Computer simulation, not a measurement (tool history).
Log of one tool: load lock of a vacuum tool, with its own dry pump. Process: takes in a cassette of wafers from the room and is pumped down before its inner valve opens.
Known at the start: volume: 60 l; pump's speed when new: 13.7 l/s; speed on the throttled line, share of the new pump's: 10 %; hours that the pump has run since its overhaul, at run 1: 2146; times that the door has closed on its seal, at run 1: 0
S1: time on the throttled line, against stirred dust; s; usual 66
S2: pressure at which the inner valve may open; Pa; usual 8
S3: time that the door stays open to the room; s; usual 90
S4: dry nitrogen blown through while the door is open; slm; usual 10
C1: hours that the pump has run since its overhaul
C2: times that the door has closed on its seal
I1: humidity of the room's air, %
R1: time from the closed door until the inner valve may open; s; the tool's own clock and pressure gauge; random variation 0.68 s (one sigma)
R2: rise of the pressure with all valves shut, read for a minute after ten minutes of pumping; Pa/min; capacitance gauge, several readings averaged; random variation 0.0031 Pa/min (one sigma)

{"run": 1, "hour": 0.0, "S1": 66, "S2": 8, "S3": 90, "S4": 10, "C1": 2146, "C2": 0, "I1": 42.9, "R1": 102.1, "R2": 0.058}
{"run": 2, "hour": 270.4, "S1": 66, "S2": 8, "S3": 90, "S4": 38, "C1": 2416, "C2": 1214, "I1": 43.7, "R1": 102.4, "R2": 0.043}
{"run": 3, "hour": 653.5, "S1": 66, "S2": 8, "S3": 90, "S4": 38, "C1": 2799, "C2": 2934, "I1": 46.1, "R1": 101.5, "R2": 0.045}
{"run": 4, "hour": 877.7, "S1": 66, "S2": 8, "S3": 90, "S4": 38, "C1": 3023, "C2": 3941, "I1": 42.8, "R1": 102.5, "R2": 0.043}
{"run": 5, "hour": 1114.4, "S1": 66, "S2": 8, "S3": 90, "S4": 38, "C1": 3260, "C2": 5004, "I1": 43.4, "R1": 103.2, "R2": 0.039}
{"run": 6, "hour": 1337.8, "S1": 66, "S2": 8, "S3": 90, "S4": 38, "C1": 3484, "C2": 6007, "I1": 46, "R1": 103, "R2": 0.049}
{"run": 7, "hour": 1606.5, "S1": 66, "S2": 8, "S3": 90, "S4": 38, "C1": 3752, "C2": 7213, "I1": 45, "R1": 102.9, "R2": 0.043}
{"run": 8, "hour": 1933.1, "S1": 66, "S2": 6, "S3": 90, "S4": 38, "C1": 4079, "C2": 8680, "I1": 46, "R1": 104.7, "R2": 0.05}
{"run": 9, "hour": 2180.1, "S1": 66, "S2": 14, "S3": 90, "S4": 10, "C1": 4326, "C2": 9789, "I1": 45.8, "R1": 99.8, "R2": 0.079}
{"run": 10, "hour": 2611.1, "S1": 66, "S2": 14, "S3": 90, "S4": 10, "C1": 4757, "C2": 11724, "I1": 49.9, "R1": 100.5, "R2": 0.084}
{"run": 11, "hour": 2878.1, "S1": 109, "S2": 8, "S3": 40, "S4": 4, "C1": 5024, "C2": 12923, "I1": 49.3, "R1": 142, "R2": 0.057}

The next listed run, before its measurement:
{"run": 12, "hour": 3258.6, "S1": 34, "S2": 11, "S3": 36, "S4": 10, "C1": 5404, "C2": 14631, "I1": 45.2, "R1": "?", "R2": "?"}

R1: 72.3 s
R2: 0.048 Pa/min
Without the tool's hidden state the same run would have given R1 70.1 s, R2 0.033 Pa/min.
